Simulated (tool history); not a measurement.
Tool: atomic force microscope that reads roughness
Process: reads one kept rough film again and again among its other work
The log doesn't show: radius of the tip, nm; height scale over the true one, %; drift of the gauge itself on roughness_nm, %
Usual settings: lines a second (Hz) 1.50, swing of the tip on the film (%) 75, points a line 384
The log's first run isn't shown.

run,hour,lines a second (Hz),swing of the tip on the film (%),points a line,pictures with this tip,hours of work since the height scale was calibrated,roughness of the kept film (nm (root mean square))
2,19.2,1.50,75,384,51,797,3.211
3,56.6,1.50,75,949,95,821,3.188
4,75.4,1.50,75,384,117,833,3.143
5,103.6,1.50,75,384,151,851,3.117
6,124.2,1.50,75,384,175,864,3.103
7,147.0,1.50,83,384,202,879,3.001
8,171.0,1.61,75,384,230,894,3.051
9,190.0,1.61,75,384,252,906,3.059
10,212.2,1.50,83,384,278,920,2.909
11,244.0,1.50,75,384,316,941,3.016
12,266.2,1.50,55,384,342,955,3.183
13,286.0,1.50,55,384,365,968,3.159
# hour 290.0: new tip fitted
14,319.5,1.50,55,384,35,989,3.391
15,345.0,1.50,55,384,65,1005,3.355
16,379.1,1.50,67,384,105,1027,3.259
17,416.3,3.69,75,384,149,1051,2.810
18,434.8,1.50,75,384,171,1063,3.090
19,455.4,1.50,75,384,195,1076,3.092
20,474.0,1.50,75,384,217,1088,3.089
21,507.6,1.50,75,384,257,1109,3.056
22,531.5,1.50,57,384,285,1125,3.193
23,549.5,1.50,57,697,306,1136,3.201
24,584.2,0.52,75,384,347,1158,3.153

The next listed run, before its measurement:
# hour 602.3: new tip fitted
25,602.3,0.52,75,384,0,1170,?

{"run 25": {"roughness of the kept film (nm (root mean square))": 3.433}}
Without the tool's hidden state the same run would have given roughness of the kept film (nm (root mean square)) 3.415.
